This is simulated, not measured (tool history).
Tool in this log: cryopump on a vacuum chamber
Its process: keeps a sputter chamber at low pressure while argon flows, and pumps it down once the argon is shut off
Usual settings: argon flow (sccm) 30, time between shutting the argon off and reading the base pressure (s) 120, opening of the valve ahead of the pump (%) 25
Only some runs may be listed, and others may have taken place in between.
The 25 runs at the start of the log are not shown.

run,day,argon flow (sccm),time between shutting the argon off and reading the base pressure (s),opening of the valve ahead of the pump (%),hours of work since the pump was warmed up and emptied,hours of work since the cold head was overhauled,hours of work since the chamber's fittings were tightened,pressure while argon flows (Pa),pressure after the wait (uPa)
26,15.996,20,23,25,241,241,3168,0.0875,4.78
27,16.592,17,169,27,248,248,3175,0.0690,2.04
28,17.158,19,170,36,255,255,3181,0.0595,2.10
29,17.958,53,120,44,264,264,3191,0.1347,2.22
30,18.454,21,234,15,270,270,3197,0.1513,1.92
31,18.896,54,24,25,275,275,3202,0.2363,4.65
32,19.538,29,120,25,283,283,3209,0.1278,2.28
# day 20.046: leaking fittings of the chamber tightened, without venting
33,20.471,29,120,25,293,293,5,0.1266,0.81

What if the next run were any one of these 5? Each begins from the tool's condition after run 33:
A,21.362,16,37,25,303,303,15,?,?
B,21.362,30,120,19,303,303,15,?,?
C,21.362,29,35,18,303,303,15,?,?
D,21.362,39,24,25,303,303,15,?,?
E,21.362,32,120,25,303,303,15,?,?

run,pressure while argon flows (Pa),pressure after the wait (uPa)
A,0.0704,2.18
B,0.1747,0.88
C,0.1772,2.25
D,0.1714,3.12
E,0.1411,0.88
Take away the tool's hidden state, keep each run's random variation, and the runs would have read:
run,pressure while argon flows (Pa),pressure after the wait (uPa)
A,0.0683,2.12
B,0.1707,0.82
C,0.1733,2.19
D,0.1662,3.06
E,0.1369,0.82
